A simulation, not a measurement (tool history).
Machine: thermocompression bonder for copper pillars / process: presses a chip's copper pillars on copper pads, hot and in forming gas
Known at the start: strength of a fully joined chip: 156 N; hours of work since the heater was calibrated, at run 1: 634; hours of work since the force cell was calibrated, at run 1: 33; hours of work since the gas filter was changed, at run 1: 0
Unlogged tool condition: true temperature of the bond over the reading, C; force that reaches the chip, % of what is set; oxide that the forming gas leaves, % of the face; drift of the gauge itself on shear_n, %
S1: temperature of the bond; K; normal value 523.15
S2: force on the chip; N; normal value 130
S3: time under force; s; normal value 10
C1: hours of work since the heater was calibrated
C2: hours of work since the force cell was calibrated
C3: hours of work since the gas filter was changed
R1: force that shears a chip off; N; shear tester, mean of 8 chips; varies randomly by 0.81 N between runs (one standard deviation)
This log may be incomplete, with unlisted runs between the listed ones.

Run 1, hour 0.0: usual settings; C1 634; C2 33; C3 0. Result: R1 56.0 N.
Run 2, hour 10.6: usual settings but S2 179 N; C1 642; C2 41; C3 7. Result: R1 76.6 N.
Run 3, hour 18.5: usual settings but S2 134 N; C1 647; C2 46; C3 13. Result: R1 58.3 N.
Run 4, hour 28.1: usual settings but S2 134 N; C1 654; C2 53; C3 19. Result: R1 57.7 N.
Run 5, hour 39.0: usual settings but S2 134 N; C1 661; C2 60; C3 27. Result: R1 57.3 N.
Run 6, hour 50.2: usual settings but S2 134 N, S3 9 s; C1 669; C2 68; C3 35. Result: R1 54.1 N.
At hour 57.8: heater calibrated with a thermocouple chip.
Run 7, hour 58.6: usual settings; C1 1; C2 72; C3 39. Result: R1 61.4 N.
Run 8, hour 66.7: usual settings; C1 6; C2 78; C3 45. Result: R1 61.0 N.
Run 9, hour 74.6: usual settings; C1 12; C2 84; C3 50. Result: R1 59.9 N.
Run 10, hour 80.8: usual settings; C1 16; C2 88; C3 54. Result: R1 58.7 N.
Run 11, hour 86.0: usual settings; C1 19; C2 91; C3 58. Result: R1 60.7 N.
Run 12, hour 91.5: usual settings; C1 23; C2 95; C3 62. Result: R1 59.1 N.
Run 13, hour 96.5: usual settings but S1 499.15 K; C1 27; C2 99; C3 65. Result: R1 40.0 N.
Run 14, hour 103.2: usual settings but S1 499.15 K, S3 8 s; C1 31; C2 103; C3 70. Result: R1 36.7 N.
Run 15, hour 114.1: usual settings but S2 94 N; C1 39; C2 111; C3 77. Result: R1 42.7 N.
Run 16, hour 119.3: usual settings but S2 94 N; C1 42; C2 114; C3 81. Result: R1 43.2 N.
Run 17, hour 124.5: usual settings; C1 46; C2 118; C3 85. Result: R1 59.6 N.
Run 18, hour 133.5: usual settings; C1 52; C2 124; C3 91. Result: R1 57.8 N.
Run 19, hour 138.9: usual settings; C1 56; C2 128; C3 95. Result: R1 59.8 N.
Run 20, hour 145.2: usual settings; C1 60; C2 132; C3 99. Result: R1 57.0 N.
Run 21, hour 153.2: usual settings; C1 66; C2 138; C3 104. Result: R1 56.8 N.
Run 22, hour 161.0: usual settings; C1 71; C2 143; C3 110. Result: R1 57.6 N.
Run 23, hour 168.3: usual settings but S3 19 s; C1 76; C2 148; C3 115. Result: R1 73.6 N.
Run 24, hour 174.9: usual settings but S1 537.15 K, S2 79 N, S3 11 s; C1 81; C2 153; C3 119. Result: R1 46.1 N.
Run 25, hour 184.7: usual settings but S1 497.15 K, S2 107 N, S3 24 s; C1 88; C2 160; C3 126. Result: R1 46.0 N.
Run 26, hour 190.1: usual settings but S1 497.15 K, S2 107 N, S3 24 s; C1 91; C2 163; C3 130. Result: R1 43.6 N.
Run 27, hour 197.9: usual settings but S1 545.15 K, S2 157 N, S3 20 s; C1 97; C2 169; C3 135. Result: R1 106.6 N.

For run 28, what comes out?
At hour 199.5: forming gas filter changed.
Run 28, hour 209.0: usual settings but S2 98 N; C1 104; C2 176; C3 7. Result: R1 ?.

R1: 46.4 N
The same run, on a tool lacking any hidden state, would have yielded R1 48.3 N.
